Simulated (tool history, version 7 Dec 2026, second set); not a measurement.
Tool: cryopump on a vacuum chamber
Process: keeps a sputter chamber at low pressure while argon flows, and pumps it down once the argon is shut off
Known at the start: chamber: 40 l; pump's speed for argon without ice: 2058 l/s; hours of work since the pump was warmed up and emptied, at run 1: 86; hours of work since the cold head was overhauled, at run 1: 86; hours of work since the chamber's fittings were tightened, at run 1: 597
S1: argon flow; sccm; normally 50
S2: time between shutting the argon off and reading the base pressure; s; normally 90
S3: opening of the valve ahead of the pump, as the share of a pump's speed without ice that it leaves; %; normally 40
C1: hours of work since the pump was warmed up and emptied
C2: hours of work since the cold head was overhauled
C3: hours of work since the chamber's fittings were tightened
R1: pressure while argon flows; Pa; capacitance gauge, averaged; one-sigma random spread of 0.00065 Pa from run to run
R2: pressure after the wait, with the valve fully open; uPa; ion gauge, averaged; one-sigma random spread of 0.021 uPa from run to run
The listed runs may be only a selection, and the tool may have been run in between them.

run    hour  S1   S2  S3   C1   C2    C3      R1    R2
  1     0.0  50   90  40   86   86   597  0.1051  0.57
  2    37.6  50   90  40  106  106   617  0.1053  0.55
  3    62.8  50   90  40  120  120   631  0.1058  0.58
  4    90.8  50   90  40  135  135   646  0.1066  0.57
  5   131.4  50   90  40  157  157   668  0.1065  0.61
  6   157.9  50   90  40  171  171   682  0.1065  0.60
  7   201.0  50   90  40  194  194   705  0.1080  0.59
  8   226.5  50   90  40  208  208   719  0.1068  0.58
  9   272.5  50   90  40  233  233   744  0.1085  0.60
 10   309.2  50   90  40  253  253   764  0.1096  0.62
 11   353.5  28   90  40  277  277   788  0.0615  0.65
 12   391.6  28   90  40  297  297   808  0.0623  0.70
 13   417.9  50   90  40  311  311   823  0.1103  0.68
 14   455.8  50   90  40  332  332   843  0.1119  0.70
 15   505.8  50   90  40  359  359   870  0.1104  0.70
 16   533.1  50   90  40  373  373   885  0.1128  0.74
 17   571.6  50   90  40  394  394   905  0.1130  0.70
 18   620.6  50   90  40  421  421   932  0.1140  0.73
 19   652.3  50   90  28  438  438   949  0.1579  0.74
 20   693.5  50   90  40  460  460   971  0.1160  0.74
 21   729.4  38   90  19  479  479   991  0.1747  0.73
 22   763.9  38   90  19  498  498  1009  0.1751  0.76
 23   802.7  50  249  40  519  519  1030  0.1167  0.65
 24   843.6  50  249  40  541  541  1052  0.1176  0.67
 25   883.7  34   20  35  563  563  1074  0.0911  1.67
 26   930.9  93   90  23  588  588  1099  0.3639  0.83
 27   956.2  60   90  36  602  602  1113  0.1583  0.86
 28  1000.8  25   62  28  626  626  1137  0.0832  1.01
 29  1048.6  36  276  53  652  652  1163  0.0694  0.77
 30  1075.9  42   66  40  666  666  1178  0.1039  1.04
 31  1110.0  42   66  40  685  685  1196  0.1049  1.02
     1135.8  -- pump warmed up, emptied and cooled again
 32  1142.4  37   23  34    4  700  1211  0.0908  1.40
 33  1170.9  29  199  25   19  715  1226  0.0957  0.57
 34  1216.3  50  246  37   43  740  1251  0.1127  0.60

How the hidden state differs across the entries between the runs, from the last listed run before each to the first after it:
In the gap between runs 31 and 32: pump warmed up, emptied and cooled again (hour 1135.8)
  pump's speed, % of a pump's without ice: 65.9 -> 98.2; cold plate's temperature, K: 12.5 -> 12.51; leak into the chamber, uPa l/s: 986 -> 995
  measured minus no-state result, R1: +0.0184 -> +0.0009 Pa; R2: +0.58 -> +0.36 uPa

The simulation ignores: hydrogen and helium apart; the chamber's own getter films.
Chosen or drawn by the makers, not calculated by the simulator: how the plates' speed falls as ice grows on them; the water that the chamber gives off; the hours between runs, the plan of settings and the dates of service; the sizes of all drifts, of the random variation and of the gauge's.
